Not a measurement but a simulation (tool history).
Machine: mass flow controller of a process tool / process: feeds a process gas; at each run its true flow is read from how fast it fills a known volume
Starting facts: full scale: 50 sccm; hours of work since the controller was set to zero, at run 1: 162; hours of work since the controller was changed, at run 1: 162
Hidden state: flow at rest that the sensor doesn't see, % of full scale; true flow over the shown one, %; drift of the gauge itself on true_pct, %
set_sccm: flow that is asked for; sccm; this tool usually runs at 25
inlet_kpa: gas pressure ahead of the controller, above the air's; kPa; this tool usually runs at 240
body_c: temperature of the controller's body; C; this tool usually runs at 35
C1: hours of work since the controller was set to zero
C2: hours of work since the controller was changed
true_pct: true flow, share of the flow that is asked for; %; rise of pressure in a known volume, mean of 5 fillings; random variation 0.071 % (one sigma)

run 1 hour=0 | set_sccm=25 inlet_kpa=240 body_c=35 | C1=162 C2=162 | true_pct=99.79
run 2 hour=189.2 | set_sccm=25 inlet_kpa=240 body_c=35 | C1=278 C2=278 | true_pct=99.89
run 3 hour=285.1 | set_sccm=32 inlet_kpa=240 body_c=35 | C1=337 C2=337 | true_pct=100.34
run 4 hour=384.3 | set_sccm=32 inlet_kpa=240 body_c=35 | C1=397 C2=397 | true_pct=100.31
run 5 hour=518.8 | set_sccm=32 inlet_kpa=240 body_c=35 | C1=480 C2=480 | true_pct=100.31
run 6 hour=686 | set_sccm=32 inlet_kpa=240 body_c=35 | C1=582 C2=582 | true_pct=100.31
run 7 hour=825.7 | set_sccm=16 inlet_kpa=240 body_c=35 | C1=668 C2=668 | true_pct=99.55
run 8 hour=949.6 | set_sccm=16 inlet_kpa=240 body_c=35 | C1=744 C2=744 | true_pct=99.72
run 9 hour=1119.6 | set_sccm=16 inlet_kpa=240 body_c=35 | C1=848 C2=848 | true_pct=99.81
run 10 hour=1262.8 | set_sccm=5 inlet_kpa=263 body_c=24 | C1=936 C2=936 | true_pct=98
run 11 hour=1473.8 | set_sccm=5 inlet_kpa=186 body_c=31 | C1=1065 C2=1065 | true_pct=98.99
run 12 hour=1692.1 | set_sccm=25 inlet_kpa=144 body_c=21 | C1=1199 C2=1199 | true_pct=98.88
run 13 hour=1865.3 | set_sccm=15 inlet_kpa=222 body_c=32 | C1=1305 C2=1305 | true_pct=99.7
run 14 hour=2006.8 | set_sccm=25 inlet_kpa=240 body_c=29 | C1=1392 C2=1392 | true_pct=99.94
run 15 hour=2210.5 | set_sccm=25 inlet_kpa=160 body_c=29 | C1=1516 C2=1516 | true_pct=99.93
run 16 hour=2388.2 | set_sccm=25 inlet_kpa=237 body_c=35 | C1=1625 C2=1625 | true_pct=100.51

What will run 17 give?
run 17 hour=2565.2 | set_sccm=25 inlet_kpa=197 body_c=33 | C1=1734 C2=1734 | true_pct=?

true_pct: 100.41 %
On a tool with no hidden condition, and with the same random variation, this run would have come out at true_pct 99.68 %.
